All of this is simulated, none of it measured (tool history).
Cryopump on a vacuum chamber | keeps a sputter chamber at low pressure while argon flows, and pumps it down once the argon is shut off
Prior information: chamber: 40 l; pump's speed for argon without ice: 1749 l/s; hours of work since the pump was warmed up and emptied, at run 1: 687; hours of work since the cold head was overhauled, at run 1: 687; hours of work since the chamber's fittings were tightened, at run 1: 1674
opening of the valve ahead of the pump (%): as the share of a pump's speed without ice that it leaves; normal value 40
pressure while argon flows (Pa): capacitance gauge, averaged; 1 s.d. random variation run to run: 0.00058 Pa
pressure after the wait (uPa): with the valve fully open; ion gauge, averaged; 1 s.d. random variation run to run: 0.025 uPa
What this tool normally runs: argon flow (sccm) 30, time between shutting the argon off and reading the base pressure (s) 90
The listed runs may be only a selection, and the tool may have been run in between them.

run,day,argon flow (sccm),time between shutting the argon off and reading the base pressure (s),opening of the valve ahead of the pump (%),hours of work since the pump was warmed up and emptied,hours of work since the cold head was overhauled,hours of work since the chamber's fittings were tightened,pressure while argon flows (Pa),pressure after the wait (uPa)
1,0,30,90,40,687,687,1674,0.079,3.4
2,1.492,30,90,40,705,705,1693,0.0804,3.28
# day 1.883: leaking fittings of the chamber tightened, without venting
3,2.804,30,90,40,721,721,12,0.0799,1.09
4,4.129,30,90,40,738,738,28,0.0798,1.14
5,5.4,39,90,40,754,754,44,0.1044,1.14
6,6.129,39,90,40,763,763,54,0.1041,1.16
7,7.221,29,90,40,777,777,67,0.0768,1.18
8,8.792,16,90,40,797,797,87,0.0427,1.23
9,10.292,16,90,40,816,816,106,0.0436,1.23
10,11.675,53,90,40,833,833,124,0.1443,1.28
11,12.704,30,90,49,846,846,137,0.068,1.31
12,13.792,30,90,49,860,860,150,0.0686,1.32
13,14.654,30,90,49,871,871,161,0.0684,1.31
14,16.279,30,90,49,891,891,182,0.0688,1.35
15,17.496,44,90,40,907,907,197,0.1198,1.37
16,18.875,30,90,40,924,924,215,0.0815,1.41
17,19.604,30,90,40,933,933,224,0.0822,1.44
18,21.062,24,161,18,952,952,242,0.1367,1.11
19,22.442,24,161,18,969,969,260,0.1384,1.1
20,23.658,20,103,18,984,984,275,0.1122,1.45
# day 25.15: pump warmed up, emptied and cooled again
21,25.158,25,98,57,0,1001,291,0.0412,1.32
22,26.679,36,273,40,19,1020,310,0.0873,0.79
23,27.8,30,215,20,33,1034,325,0.1458,0.9
24,29.25,30,215,20,52,1052,343,0.1462,1
25,30.717,28,90,38,70,1071,361,0.0719,1.43
26,31.729,29,62,47,83,1084,374,0.0595,1.75
27,32.85,17,25,34,97,1098,388,0.0499,3.66
28,33.646,51,128,30,107,1108,398,0.167,1.28
29,34.617,51,128,30,120,1120,411,0.1665,1.27
30,35.879,35,69,30,135,1136,427,0.1147,1.83
31,36.946,30,118,16,149,1149,440,0.1819,1.38
32,38.117,22,90,24,164,1164,455,0.0892,1.56
33,39.283,22,90,24,178,1179,470,0.0901,1.63

Pick out some run-to-run changes in pressure while argon flows (Pa). Of each, how much would a tool without hidden state show as well, from the settings, what came in and chance, and how much is left for the hidden state and any gauge scatter not in both results compared?
The tool's hidden condition here consists of: pump's speed, % of a pump's without ice; cold plate's temperature, K; leak into the chamber, uPa l/s; drift of the gauge itself on working_pa, %; drift of the gauge itself on base_upa, %.
Run 9 -> 10: argon flow (sccm) 16 -> 53. pressure while argon flows (Pa) +0.1007: hidden state +0.0108, all else +0.0899.
Run 10 -> 11: argon flow (sccm) 53 -> 30, opening of the valve ahead of the pump (%) 40 -> 49. pressure while argon flows (Pa) -0.0763: hidden state -0.0065, all else -0.0698.
Run 20 -> 21: argon flow (sccm) 20 -> 25, time between shutting the argon off and reading the base pressure (s) 103 -> 98, opening of the valve ahead of the pump (%) 18 -> 57, pump warmed up, emptied and cooled again. pressure while argon flows (Pa) -0.071: hidden state -0.0067, all else -0.0643.
Run 27 -> 28: argon flow (sccm) 17 -> 51, time between shutting the argon off and reading the base pressure (s) 25 -> 128, opening of the valve ahead of the pump (%) 34 -> 30. pressure while argon flows (Pa) +0.1171: hidden state +0.0016, all else +0.1155.
Run 31 -> 32: argon flow (sccm) 30 -> 22, time between shutting the argon off and reading the base pressure (s) 118 -> 90, opening of the valve ahead of the pump (%) 16 -> 24. pressure while argon flows (Pa) -0.0927: hidden state -0.0003, all else -0.0924.

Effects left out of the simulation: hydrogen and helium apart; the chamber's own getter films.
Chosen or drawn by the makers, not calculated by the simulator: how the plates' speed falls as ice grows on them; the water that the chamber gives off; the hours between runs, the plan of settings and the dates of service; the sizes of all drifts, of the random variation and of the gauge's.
